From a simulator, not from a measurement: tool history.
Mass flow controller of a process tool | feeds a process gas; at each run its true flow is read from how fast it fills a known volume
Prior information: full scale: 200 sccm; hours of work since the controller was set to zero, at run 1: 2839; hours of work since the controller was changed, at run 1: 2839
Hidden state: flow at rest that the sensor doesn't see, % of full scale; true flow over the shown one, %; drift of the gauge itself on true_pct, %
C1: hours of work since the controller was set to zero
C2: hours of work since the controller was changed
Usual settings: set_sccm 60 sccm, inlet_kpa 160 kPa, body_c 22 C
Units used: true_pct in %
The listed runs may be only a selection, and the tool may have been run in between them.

{"run": 1, "hour": 0.0, "set_sccm": 60, "inlet_kpa": 160, "body_c": 22, "C1": 2839, "C2": 2839, "true_pct": 97.72}
{"run": 2, "hour": 191.1, "set_sccm": 60, "inlet_kpa": 160, "body_c": 22, "C1": 2980, "C2": 2980, "true_pct": 97.67}
{"run": 3, "hour": 425.3, "set_sccm": 60, "inlet_kpa": 160, "body_c": 22, "C1": 3153, "C2": 3153, "true_pct": 97.56}
{"run": 4, "hour": 697.0, "set_sccm": 60, "inlet_kpa": 160, "body_c": 22, "C1": 3353, "C2": 3353, "true_pct": 97.44}
{"run": 5, "hour": 983.0, "set_sccm": 141, "inlet_kpa": 160, "body_c": 22, "C1": 3564, "C2": 3564, "true_pct": 97.08}
{"run": 6, "hour": 1211.7, "set_sccm": 141, "inlet_kpa": 160, "body_c": 22, "C1": 3733, "C2": 3733, "true_pct": 96.96}
{"run": 7, "hour": 1397.4, "set_sccm": 141, "inlet_kpa": 160, "body_c": 22, "C1": 3870, "C2": 3870, "true_pct": 96.75}
{"run": 8, "hour": 1584.5, "set_sccm": 38, "inlet_kpa": 160, "body_c": 22, "C1": 4007, "C2": 4007, "true_pct": 97.39}
{"run": 9, "hour": 1793.6, "set_sccm": 60, "inlet_kpa": 160, "body_c": 22, "C1": 4162, "C2": 4162, "true_pct": 97.0}
{"run": 10, "hour": 2094.5, "set_sccm": 60, "inlet_kpa": 160, "body_c": 22, "C1": 4384, "C2": 4384, "true_pct": 96.82}
{"run": 11, "hour": 2260.7, "set_sccm": 60, "inlet_kpa": 160, "body_c": 37, "C1": 4506, "C2": 4506, "true_pct": 97.94}
{"run": 12, "hour": 2438.8, "set_sccm": 60, "inlet_kpa": 160, "body_c": 37, "C1": 4637, "C2": 4637, "true_pct": 98.08}

Forecast run 13:
{"run": 13, "hour": 2580.4, "set_sccm": 60, "inlet_kpa": 197, "body_c": 36, "C1": 4742, "C2": 4742, "true_pct": "?"}

true_pct: 97.85 %
Minus the tool's unlogged condition, the same run would have read true_pct 100.67 %.
